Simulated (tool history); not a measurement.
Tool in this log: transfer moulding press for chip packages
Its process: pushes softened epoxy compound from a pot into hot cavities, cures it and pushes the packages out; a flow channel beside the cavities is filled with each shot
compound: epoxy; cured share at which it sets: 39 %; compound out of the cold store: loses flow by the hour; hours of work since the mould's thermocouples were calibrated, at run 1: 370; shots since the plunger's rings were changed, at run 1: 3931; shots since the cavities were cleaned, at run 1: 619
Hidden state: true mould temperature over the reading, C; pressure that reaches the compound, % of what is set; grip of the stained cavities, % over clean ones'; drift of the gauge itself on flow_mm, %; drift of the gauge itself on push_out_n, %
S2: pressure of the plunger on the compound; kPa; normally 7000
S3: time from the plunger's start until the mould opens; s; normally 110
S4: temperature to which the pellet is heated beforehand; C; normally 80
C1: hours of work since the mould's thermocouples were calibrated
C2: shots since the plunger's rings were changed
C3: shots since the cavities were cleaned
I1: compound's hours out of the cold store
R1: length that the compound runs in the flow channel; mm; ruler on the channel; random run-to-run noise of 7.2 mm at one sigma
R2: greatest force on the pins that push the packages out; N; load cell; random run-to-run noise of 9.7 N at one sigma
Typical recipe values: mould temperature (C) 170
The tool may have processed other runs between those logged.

Run 1, hour 0.0: usual settings; C1 370; C2 3931; C3 619; I1 31.9. Result: R1 693 mm, R2 782 N.
At hour 16.6: cavities cleaned with cleaning compound and waxed.
Run 2, hour 16.9: usual settings but S4 72 C; C1 378; C2 4065; C3 3; I1 27.9. Result: R1 699 mm, R2 409 N.
Run 3, hour 33.2: usual settings; C1 388; C2 4206; C3 144; I1 42.4. Result: R1 665 mm, R2 540 N.
Run 4, hour 46.8: usual settings; C1 395; C2 4324; C3 262; I1 43.9. Result: R1 662 mm, R2 606 N.
Run 5, hour 55.0: usual settings but S4 85 C; C1 400; C2 4395; C3 333; I1 11.5. Result: R1 744 mm, R2 670 N.
Run 6, hour 68.2: usual settings but S4 85 C; C1 408; C2 4510; C3 448; I1 10.6. Result: R1 722 mm, R2 705 N.
Run 7, hour 83.6: usual settings but S4 85 C; C1 416; C2 4643; C3 581; I1 34.8. Result: R1 666 mm, R2 759 N.
Run 8, hour 94.7: usual settings but S4 85 C; C1 423; C2 4740; C3 678; I1 11.2. Result: R1 728 mm, R2 763 N.
At hour 99.3: plunger's sealing rings changed.
At hour 106.9: cavities cleaned with cleaning compound and waxed.
Run 9, hour 112.8: usual settings; C1 431; C2 105; C3 52; I1 19.2. Result: R1 790 mm, R2 467 N.
Run 10, hour 121.1: usual settings but S2 8530 kPa; C1 435; C2 176; C3 123; I1 19.7. Result: R1 870 mm, R2 519 N.
Run 11, hour 136.9: usual settings but S4 76 C; C1 444; C2 313; C3 260; I1 44.3. Result: R1 715 mm, R2 603 N.
Run 12, hour 153.0: usual settings; C1 453; C2 453; C3 400; I1 38.4. Result: R1 738 mm, R2 675 N.
Run 13, hour 162.9: usual settings; C1 459; C2 539; C3 486; I1 38.7. Result: R1 732 mm, R2 696 N.
Run 14, hour 170.9: usual settings; C1 464; C2 608; C3 555; I1 17.5. Result: R1 784 mm, R2 716 N.
Run 15, hour 180.4: usual settings; C1 469; C2 691; C3 638; I1 12.2. Result: R1 798 mm, R2 771 N.
Run 16, hour 189.0: usual settings but S3 103 s; C1 474; C2 765; C3 712; I1 14.8. Result: R1 779 mm, R2 834 N.
At hour 194.7: cavities cleaned with cleaning compound and waxed.
Run 17, hour 203.7: usual settings but S3 103 s; C1 481; C2 880; C3 78; I1 22.9. Result: R1 766 mm, R2 515 N.
Run 18, hour 216.2: usual settings but mould temperature (C) 165, S3 104 s; C1 488; C2 988; C3 186; I1 31.7. Result: R1 759 mm, R2 809 N.
Run 19, hour 229.7: usual settings but mould temperature (C) 165, S3 104 s; C1 496; C2 1105; C3 303; I1 18.5. Result: R1 793 mm, R2 876 N.
Run 20, hour 239.3: usual settings but mould temperature (C) 165, S3 104 s; C1 502; C2 1189; C3 387; I1 27.5. Result: R1 770 mm, R2 950 N.
Run 21, hour 253.9: usual settings but mould temperature (C) 165, S2 8290 kPa, S3 104 s, S4 70 C; C1 510; C2 1316; C3 514; I1 36.4. Result: R1 811 mm, R2 963 N.
At hour 258.6: mould's thermocouples calibrated.
Run 22, hour 270.0: usual settings but mould temperature (C) 165, S2 8490 kPa, S3 105 s, S4 70 C; C1 6; C2 1438; C3 636; I1 24.5. Result: R1 840 mm, R2 1130 N.
At hour 284.8: cavities cleaned with cleaning compound and waxed.
Run 23, hour 286.0: usual settings but S3 125 s; C1 15; C2 1564; C3 11; I1 12.5. Result: R1 788 mm, R2 437 N.
Run 24, hour 297.4: usual settings but mould temperature (C) 167, S2 7420 kPa, S3 92 s, S4 74 C; C1 21; C2 1662; C3 109; I1 16.4. Result: R1 812 mm, R2 966 N.
Run 25, hour 306.2: usual settings but mould temperature (C) 162, S2 7010 kPa, S4 87 C; C1 26; C2 1739; C3 186; I1 21.3. Result: R1 791 mm, R2 990 N.
Run 26, hour 314.9: usual settings but mould temperature (C) 162, S2 7010 kPa, S4 87 C; C1 31; C2 1814; C3 261; I1 24.3. Result: R1 792 mm, R2 986 N.
Run 27, hour 322.8: usual settings but mould temperature (C) 167, S2 5770 kPa, S4 87 C; C1 36; C2 1883; C3 330; I1 8.8. Result: R1 738 mm, R2 792 N.
Run 28, hour 333.7: usual settings but mould temperature (C) 167, S2 5770 kPa, S3 113 s, S4 87 C; C1 42; C2 1978; C3 425; I1 14.1. Result: R1 716 mm, R2 790 N.

Expected results for the next run?
Run 29, hour 348.4: usual settings but mould temperature (C) 167, S2 5770 kPa, S3 113 s, S4 87 C; C1 50; C2 2105; C3 552; I1 30.8. Result: R1 ?, R2 ?.

R1: 684 mm
R2: 841 N
If the tool had no hidden condition, the same run with the same run-to-run variation would have returned R1 716 mm, R2 481 N.
